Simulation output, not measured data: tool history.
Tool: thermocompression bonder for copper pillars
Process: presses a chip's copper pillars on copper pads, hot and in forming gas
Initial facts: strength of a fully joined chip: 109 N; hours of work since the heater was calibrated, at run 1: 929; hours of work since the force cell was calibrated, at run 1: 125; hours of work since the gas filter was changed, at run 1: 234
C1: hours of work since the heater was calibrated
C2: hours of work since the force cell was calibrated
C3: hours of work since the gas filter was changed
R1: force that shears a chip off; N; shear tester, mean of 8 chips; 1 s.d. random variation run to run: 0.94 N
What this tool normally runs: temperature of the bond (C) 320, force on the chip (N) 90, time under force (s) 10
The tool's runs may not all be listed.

Run 1, day 0: usual settings; C1 929; C2 125; C3 234. Result: R1 76.1 N.
Run 2, day 0.396: usual settings; C1 935; C2 131; C3 240. Result: R1 76.5 N.
Run 3, day 0.771: usual settings; C1 941; C2 137; C3 246. Result: R1 76.4 N.
Run 4, day 1.075: usual settings; C1 946; C2 142; C3 251. Result: R1 74.4 N.
Run 5, day 1.504: usual settings; C1 953; C2 149; C3 258. Result: R1 75.5 N.
Run 6, day 1.933: usual settings; C1 960; C2 156; C3 265. Result: R1 73.3 N.
Run 7, day 2.417: usual settings but time under force (s) 24; C1 967; C2 163; C3 272. Result: R1 87.3 N.
At day 2.533: heater calibrated with a thermocouple chip.
Run 8, day 3.008: usual settings but time under force (s) 20; C1 8; C2 171; C3 280. Result: R1 86 N.
Run 9, day 3.275: usual settings but time under force (s) 20; C1 12; C2 176; C3 285. Result: R1 84.9 N.
Run 10, day 3.746: usual settings but temperature of the bond (C) 335, time under force (s) 25; C1 19; C2 183; C3 292. Result: R1 91.3 N.
At day 3.95: heater calibrated with a thermocouple chip, once more.
Run 11, day 4.208: usual settings but temperature of the bond (C) 335, time under force (s) 17; C1 4; C2 189; C3 298. Result: R1 87.9 N.
Run 12, day 4.454: usual settings but temperature of the bond (C) 335, time under force (s) 17; C1 8; C2 193; C3 302. Result: R1 85.3 N.
Run 13, day 4.733: usual settings but temperature of the bond (C) 335, time under force (s) 17; C1 12; C2 198; C3 307. Result: R1 86.1 N.
Run 14, day 5.158: usual settings but temperature of the bond (C) 291, time under force (s) 29; C1 19; C2 204; C3 313. Result: R1 69.6 N.
Run 15, day 5.467: usual settings but temperature of the bond (C) 343, force on the chip (N) 92, time under force (s) 18; C1 24; C2 209; C3 318. Result: R1 88.8 N.
Run 16, day 5.7: usual settings but temperature of the bond (C) 343, force on the chip (N) 92, time under force (s) 18; C1 28; C2 213; C3 322. Result: R1 89.2 N.
At day 5.938: forming gas filter changed.
Run 17, day 6.25: usual settings but temperature of the bond (C) 316, force on the chip (N) 95, time under force (s) 6; C1 36; C2 221; C3 5. Result: R1 70.2 N.

How would selected steps in R1 from run to run divide? Give the signed amount a tool lacking its hidden state would still show from settings, what came in and random variation, and the signed amount left for the hidden state, including any gauge scatter that is not in both of the compared results.
The tool's hidden condition here consists of: true temperature of the bond over the reading, C; force that reaches the chip, % of what is set; oxide that the forming gas leaves, % of the face; drift of the gauge itself on shear_n, %.
Run 14 -> 15: temperature of the bond (C) 291 -> 343, force on the chip (N) 90 -> 92, time under force (s) 29 -> 18. R1 +19.2 N: hidden state -2.7, all else +21.9.
Run 16 -> 17: temperature of the bond (C) 343 -> 316, force on the chip (N) 92 -> 95, time under force (s) 18 -> 6, forming gas filter changed. R1 -19 N: hidden state +12.3, all else -31.3.
